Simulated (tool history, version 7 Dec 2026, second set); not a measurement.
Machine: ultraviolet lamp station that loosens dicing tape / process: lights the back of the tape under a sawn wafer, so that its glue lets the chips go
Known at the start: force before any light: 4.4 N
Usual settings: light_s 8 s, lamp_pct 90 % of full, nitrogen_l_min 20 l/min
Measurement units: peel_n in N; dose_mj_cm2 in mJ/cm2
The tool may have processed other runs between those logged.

run 1 hour=0.0 | light_s=8 lamp_pct=90 nitrogen_l_min=20 | peel_n=0.776 dose_mj_cm2=495
run 2 hour=26.8 | light_s=8 lamp_pct=90 nitrogen_l_min=20 | peel_n=0.787 dose_mj_cm2=484
-- hour=33.9 window cleaned of glue's vapour
run 3 hour=68.5 | light_s=9 lamp_pct=90 nitrogen_l_min=20 | peel_n=0.559 dose_mj_cm2=615
run 4 hour=96.5 | light_s=4 lamp_pct=90 nitrogen_l_min=20 | peel_n=1.607 dose_mj_cm2=270
run 5 hour=137.9 | light_s=4 lamp_pct=90 nitrogen_l_min=20 | peel_n=1.652 dose_mj_cm2=268
run 6 hour=187.7 | light_s=8 lamp_pct=90 nitrogen_l_min=20 | peel_n=0.751 dose_mj_cm2=516
run 7 hour=242.6 | light_s=12 lamp_pct=90 nitrogen_l_min=20 | peel_n=0.432 dose_mj_cm2=746
run 8 hour=277.6 | light_s=12 lamp_pct=90 nitrogen_l_min=20 | peel_n=0.441 dose_mj_cm2=736
run 9 hour=314.8 | light_s=12 lamp_pct=90 nitrogen_l_min=20 | peel_n=0.456 dose_mj_cm2=719
run 10 hour=350.6 | light_s=13 lamp_pct=90 nitrogen_l_min=20 | peel_n=0.437 dose_mj_cm2=762
run 11 hour=381.1 | light_s=13 lamp_pct=80 nitrogen_l_min=20 | peel_n=0.490 dose_mj_cm2=662
run 12 hour=428.6 | light_s=13 lamp_pct=80 nitrogen_l_min=20 | peel_n=0.527 dose_mj_cm2=653
run 13 hour=466.3 | light_s=13 lamp_pct=80 nitrogen_l_min=20 | peel_n=0.544 dose_mj_cm2=629
run 14 hour=504.7 | light_s=8 lamp_pct=78 nitrogen_l_min=20 | peel_n=1.135 dose_mj_cm2=375
run 15 hour=527.7 | light_s=9 lamp_pct=78 nitrogen_l_min=20 | peel_n=1.016 dose_mj_cm2=414
run 16 hour=556.4 | light_s=4 lamp_pct=90 nitrogen_l_min=20 | peel_n=1.992 dose_mj_cm2=208
run 17 hour=585.4 | light_s=4 lamp_pct=90 nitrogen_l_min=20 | peel_n=2.024 dose_mj_cm2=201
run 18 hour=635.2 | light_s=4 lamp_pct=90 nitrogen_l_min=20 | peel_n=2.064 dose_mj_cm2=197
run 19 hour=660.0 | light_s=4 lamp_pct=90 nitrogen_l_min=20 | peel_n=2.116 dose_mj_cm2=198
run 20 hour=699.1 | light_s=4 lamp_pct=90 nitrogen_l_min=20 | peel_n=2.143 dose_mj_cm2=192
-- hour=713.3 window cleaned of glue's vapour
run 21 hour=746.0 | light_s=4 lamp_pct=90 nitrogen_l_min=20 | peel_n=2.026 dose_mj_cm2=210
run 22 hour=778.8 | light_s=14 lamp_pct=72 nitrogen_l_min=25 | peel_n=0.573 dose_mj_cm2=576
run 23 hour=830.0 | light_s=14 lamp_pct=72 nitrogen_l_min=25 | peel_n=0.594 dose_mj_cm2=556
run 24 hour=871.6 | light_s=7 lamp_pct=77 nitrogen_l_min=12 | peel_n=1.752 dose_mj_cm2=292
run 25 hour=910.3 | light_s=4 lamp_pct=74 nitrogen_l_min=20 | peel_n=2.470 dose_mj_cm2=159
run 26 hour=955.3 | light_s=4 lamp_pct=82 nitrogen_l_min=28 | peel_n=2.152 dose_mj_cm2=168
run 27 hour=999.2 | light_s=8 lamp_pct=72 nitrogen_l_min=20 | peel_n=1.545 dose_mj_cm2=282
run 28 hour=1035.0 | light_s=8 lamp_pct=72 nitrogen_l_min=20 | peel_n=1.590 dose_mj_cm2=276
run 29 hour=1084.5 | light_s=4 lamp_pct=77 nitrogen_l_min=15 | peel_n=2.687 dose_mj_cm2=140
run 30 hour=1112.0 | light_s=4 lamp_pct=77 nitrogen_l_min=15 | peel_n=2.742 dose_mj_cm2=143
-- hour=1117.8 lamp changed
run 31 hour=1168.7 | light_s=4 lamp_pct=77 nitrogen_l_min=15 | peel_n=1.934 dose_mj_cm2=241
run 32 hour=1224.6 | light_s=4 lamp_pct=77 nitrogen_l_min=15 | peel_n=1.970 dose_mj_cm2=239
run 33 hour=1273.9 | light_s=4 lamp_pct=77 nitrogen_l_min=15 | peel_n=1.964 dose_mj_cm2=230
run 34 hour=1303.2 | light_s=5 lamp_pct=90 nitrogen_l_min=20 | peel_n=1.284 dose_mj_cm2=331
run 35 hour=1356.6 | light_s=8 lamp_pct=78 nitrogen_l_min=20 | peel_n=0.888 dose_mj_cm2=451
-- hour=1394.4 window cleaned of glue's vapour
run 36 hour=1397.5 | light_s=12 lamp_pct=72 nitrogen_l_min=25 | peel_n=0.402 dose_mj_cm2=708
run 37 hour=1423.4 | light_s=12 lamp_pct=72 nitrogen_l_min=25 | peel_n=0.420 dose_mj_cm2=699
run 38 hour=1455.0 | light_s=4 lamp_pct=85 nitrogen_l_min=10 | peel_n=1.985 dose_mj_cm2=269
run 39 hour=1480.1 | light_s=4 lamp_pct=77 nitrogen_l_min=10 | peel_n=2.224 dose_mj_cm2=245

Predict each of these 3 candidate next runs independently; none follows another, all start after run 39:
run A hour=1526.8 | light_s=15 lamp_pct=87 nitrogen_l_min=10 | peel_n=? dose_mj_cm2=?
run B hour=1526.8 | light_s=4 lamp_pct=77 nitrogen_l_min=18 | peel_n=? dose_mj_cm2=?
run C hour=1526.8 | light_s=4 lamp_pct=67 nitrogen_l_min=36 | peel_n=? dose_mj_cm2=?

run=A peel_n=0.425 dose_mj_cm2=1001
run=B peel_n=1.865 dose_mj_cm2=232
run=C peel_n=1.726 dose_mj_cm2=206
Without the tool's hidden state the same runs would have given:
run=A peel_n=0.343 dose_mj_cm2=1177
run=B peel_n=1.620 dose_mj_cm2=273
run=C peel_n=1.481 dose_mj_cm2=242
